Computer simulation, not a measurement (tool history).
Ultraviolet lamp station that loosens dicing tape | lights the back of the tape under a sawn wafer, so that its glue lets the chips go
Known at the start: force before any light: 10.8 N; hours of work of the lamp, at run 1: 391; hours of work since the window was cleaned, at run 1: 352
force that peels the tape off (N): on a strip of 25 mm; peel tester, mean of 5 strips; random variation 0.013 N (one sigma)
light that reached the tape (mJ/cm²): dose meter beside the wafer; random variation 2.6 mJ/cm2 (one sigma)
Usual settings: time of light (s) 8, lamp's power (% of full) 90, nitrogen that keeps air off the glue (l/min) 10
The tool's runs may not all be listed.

run	hour	time of light (s)	lamp's power (% of full)	nitrogen that keeps air off the glue (l/min)	hours of work of the lamp	hours of work since the window was cleaned	force that peels the tape off (N)	light that reached the tape (mJ/cm²)
1	0	8	90	10	391	352	0.922	262
2	28.7	8	90	10	410	372	0.978	264
3	48.7	8	90	10	424	386	1.001	262
4	85.5	8	75	10	449	411	1.422	211
5	124.6	8	80	10	476	437	1.29	223
6	164.1	8	80	10	503	464	1.351	223
# hour 182.6: window cleaned of glue's vapour
7	211	8	80	10	535	19	0.964	265
8	245.8	8	90	6	559	43	0.987	293
9	284.2	4	90	6	585	69	2.948	145
10	329.7	4	90	6	616	101	3.154	142
11	357.2	8	90	10	635	119	0.802	283
12	403.5	8	90	10	666	151	0.841	278
13	441.8	8	90	11	693	177	0.833	276
14	469.2	8	90	11	711	196	0.849	269
15	504.8	8	90	11	736	220	0.847	270
16	527.3	8	90	7	751	236	1.102	266
17	556.5	8	90	4	771	256	1.488	261
18	588.2	8	90	4	793	277	1.568	260
19	620.2	8	90	3	814	299	1.804	260
20	646.5	10	90	10	832	317	0.636	316
21	670.8	5	90	10	849	334	2.344	154
22	712.7	5	90	10	878	362	2.497	155
23	734.6	6	61	10	893	377	3.152	127
24	781.7	6	73	17	925	410	2.279	148
25	812.7	5	68	18	946	431	3.216	112
26	849	5	87	4	971	456	3.596	143
27	877.5	5	87	6	990	475	3.211	139
# hour 881.5: window cleaned of glue's vapour
28	913.3	13	69	12	1014	22	0.483	349
29	945.5	7	63	12	1036	44	1.928	168
30	968.5	7	89	12	1052	59	1.064	236
31	1005.4	7	65	3	1077	85	3.15	170
32	1043.9	8	75	9	1104	111	1.339	221
33	1069.2	8	65	6	1121	128	2.071	194
34	1097.7	8	65	5	1141	148	2.357	188
35	1137.5	12	66	12	1168	175	0.753	285
36	1186.1	6	66	10	1201	208	2.702	145
37	1229.7	6	66	10	1231	238	2.783	138
38	1261.4	5	66	4	1252	260	4.463	112
39	1302.8	5	85	6	1281	288	3.097	142
40	1336.3	8	65	4	1304	311	2.785	176
41	1364	8	65	4	1323	330	2.934	173
42	1408	8	65	4	1353	360	2.884	170
43	1436.3	9	76	19	1372	379	1.08	223

4 ways to go on from here, each from the tool as it stands after run 43. What would each give?
A	1468.5	9	62	19	1394	401	?	?
B	1468.5	9	64	19	1394	401	?	?
C	1468.5	6	61	19	1394	401	?	?
D	1468.5	11	90	13	1394	401	?	?

run	force that peels the tape off (N)	light that reached the tape (mJ/cm²)
A	1.599	179
B	1.53	179
C	3.115	117
D	0.567	316
Without the tool's hidden state the same runs would have given:
run	force that peels the tape off (N)	light that reached the tape (mJ/cm²)
A	0.83	251
B	0.782	252
C	1.922	164
D	0.301	442
